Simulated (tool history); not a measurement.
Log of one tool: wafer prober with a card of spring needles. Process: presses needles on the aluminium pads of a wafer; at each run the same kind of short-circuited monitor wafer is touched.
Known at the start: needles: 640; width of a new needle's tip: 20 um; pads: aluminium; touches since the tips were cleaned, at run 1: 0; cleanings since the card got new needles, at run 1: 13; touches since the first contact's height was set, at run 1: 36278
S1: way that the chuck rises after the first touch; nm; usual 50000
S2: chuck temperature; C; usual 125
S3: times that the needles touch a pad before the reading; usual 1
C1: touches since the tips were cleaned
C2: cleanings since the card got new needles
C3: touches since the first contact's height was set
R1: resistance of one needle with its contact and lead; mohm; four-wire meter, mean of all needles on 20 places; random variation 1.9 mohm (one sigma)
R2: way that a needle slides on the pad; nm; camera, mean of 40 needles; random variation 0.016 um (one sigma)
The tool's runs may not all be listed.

| run | hour | S1 | S2 | S3 | C1 | C2 | C3 | R1 | R2 |
|---|---|---|---|---|---|---|---|---|---|
| 1 | 0.0 | 50000 | 125 | 1 | 0 | 13 | 36278 | 209 | 8860 |
| 2 | 9.8 | 50000 | 125 | 1 | 1771 | 13 | 38049 | 209 | 8870 |
| 3 | 25.4 | 50000 | 125 | 1 | 4597 | 13 | 40875 | 206 | 8850 |
| 4 | 42.8 | 50000 | 125 | 1 | 7733 | 13 | 44011 | 206 | 8860 |
|  | 44.8 | tips cleaned on abrasive film |
| 5 | 53.8 | 50000 | 125 | 1 | 1629 | 14 | 45990 | 212 | 8900 |
| 6 | 71.2 | 50000 | 125 | 1 | 4772 | 14 | 49133 | 206 | 8860 |
| 7 | 85.3 | 50000 | 125 | 1 | 7307 | 14 | 51668 | 206 | 8860 |
|  | 89.8 | tips cleaned on abrasive film |
| 8 | 102.1 | 50000 | 125 | 1 | 2221 | 15 | 54685 | 208 | 8880 |
| 9 | 111.1 | 50000 | 125 | 1 | 3855 | 15 | 56319 | 209 | 8860 |
| 10 | 127.9 | 50000 | 125 | 1 | 6884 | 15 | 59348 | 209 | 8860 |
|  | 136.4 | tips cleaned on abrasive film |
| 11 | 148.1 | 50000 | 125 | 1 | 2106 | 16 | 62983 | 211 | 8860 |
| 12 | 160.5 | 50000 | 125 | 1 | 4339 | 16 | 65216 | 210 | 8890 |
| 13 | 177.3 | 50000 | 125 | 2 | 7383 | 16 | 68260 | 208 | 8880 |
|  | 182.2 | tips cleaned on abrasive film |
| 14 | 197.9 | 50000 | 125 | 2 | 2843 | 17 | 71966 | 206 | 8860 |
| 15 | 218.2 | 50000 | 125 | 2 | 6505 | 17 | 75628 | 207 | 8870 |
|  | 227.5 | tips cleaned on abrasive film |
| 16 | 227.5 | 44000 | 109 | 1 | 0 | 18 | 77303 | 209 | 7770 |
| 17 | 247.6 | 44000 | 109 | 1 | 3622 | 18 | 80925 | 209 | 7810 |
| 18 | 268.2 | 50000 | 63 | 2 | 7354 | 18 | 84657 | 193 | 8890 |
|  | 273.1 | tips cleaned on abrasive film |
|  | 278.0 | height of the first contact set anew |
| 19 | 279.4 | 48000 | 63 | 2 | 1088 | 19 | 257 | 193 | 8520 |
| 20 | 300.4 | 48000 | 63 | 2 | 4878 | 19 | 4047 | 196 | 8560 |
| 21 | 313.5 | 31000 | 63 | 1 | 7252 | 19 | 6421 | 209 | 5490 |
|  | 318.2 | tips cleaned on abrasive film |
| 22 | 327.4 | 36000 | 63 | 1 | 1652 | 20 | 8913 | 200 | 6380 |
| 23 | 338.6 | 36000 | 63 | 1 | 3680 | 20 | 10941 | 204 | 6350 |
| 24 | 358.8 | 59000 | 55 | 3 | 7324 | 20 | 14585 | 188 | 10450 |
|  | 363.9 | tips cleaned on abrasive film |
| 25 | 378.8 | 35000 | 55 | 2 | 2692 | 21 | 18180 | 198 | 6220 |
| 26 | 395.1 | 50000 | 37 | 2 | 5642 | 21 | 21130 | 189 | 8860 |
|  | 409.2 | tips cleaned on abrasive film |
| 27 | 409.8 | 69000 | 48 | 1 | 115 | 22 | 23767 | 186 | 12250 |
| 28 | 426.3 | 69000 | 48 | 1 | 3104 | 22 | 26756 | 183 | 12250 |
| 29 | 444.4 | 50000 | 30 | 3 | 6371 | 22 | 30023 | 189 | 8880 |
|  | 454.8 | tips cleaned on abrasive film |
| 30 | 459.5 | 50000 | 30 | 3 | 860 | 23 | 32739 | 184 | 8850 |

3 ways to go on from here, each from the tool as it stands after run 30. What would each give?
| A | 468.9 | 44000 | 88 | 1 | 2551 | 23 | 34430 | ? | ? |
| B | 468.9 | 62000 | 30 | 3 | 2551 | 23 | 34430 | ? | ? |
| C | 468.9 | 40000 | 33 | 2 | 2551 | 23 | 34430 | ? | ? |

| run | R1 | R2 |
|---|---|---|
| A | 204 | 7800 |
| B | 181 | 10990 |
| C | 193 | 7090 |
Without the tool's hidden state the same runs would have given:
| run | R1 | R2 |
|---|---|---|
| A | 204 | 7800 |
| B | 181 | 10990 |
| C | 193 | 7090 |

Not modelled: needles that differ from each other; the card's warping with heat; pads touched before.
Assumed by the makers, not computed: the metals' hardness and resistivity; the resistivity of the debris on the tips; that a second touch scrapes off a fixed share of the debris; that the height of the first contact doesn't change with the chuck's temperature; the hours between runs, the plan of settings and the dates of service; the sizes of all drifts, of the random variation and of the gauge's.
